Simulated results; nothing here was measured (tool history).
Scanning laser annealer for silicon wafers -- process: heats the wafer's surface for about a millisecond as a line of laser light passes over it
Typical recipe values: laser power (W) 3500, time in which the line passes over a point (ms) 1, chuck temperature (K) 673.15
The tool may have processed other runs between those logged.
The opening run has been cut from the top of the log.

run	hour	laser power (W)	time in which the line passes over a point (ms)	chuck temperature (K)	hours of work since the window was cleaned	hours of work since the power meter was calibrated	hours of work since the optics were aligned	highest temperature of the surface (K)
2	40.2	3500	1	673.15	99	291	603	1365.15
3	75.8	3500	1	673.15	116	307	620	1365.15
4	113.8	3500	1	673.15	133	324	637	1360.15
5	158.4	3500	1	673.15	154	345	658	1362.15
6	185.9	3500	1	673.15	166	358	670	1359.15
7	215.7	3500	1	673.15	180	371	684	1360.15
8	237.5	3500	1	673.15	190	381	694	1358.15
9	272.2	3500	1	673.15	206	397	710	1357.15
10	317.8	3500	1	673.15	227	418	731	1355.15
11	352.6	3562	1	673.15	243	434	747	1372.15
12	398.9	3500	1	673.15	264	456	768	1360.15
13	423.9	3500	1	673.15	276	467	780	1350.15
14	470.7	3500	1.16	673.15	297	489	801	1408.15
15	503.4	3500	1	673.15	312	504	816	1351.15
16	543.3	3500	1	673.15	331	522	835	1347.15

The next listed run, before its measurement:
17	585.4	3500	0.72	673.15	350	541	854	?

Run 17 gave highest temperature of the surface (K) 1244.15.
On a tool with no hidden condition, and with the same random variation, this run would have come out at highest temperature of the surface (K) 1269.15.

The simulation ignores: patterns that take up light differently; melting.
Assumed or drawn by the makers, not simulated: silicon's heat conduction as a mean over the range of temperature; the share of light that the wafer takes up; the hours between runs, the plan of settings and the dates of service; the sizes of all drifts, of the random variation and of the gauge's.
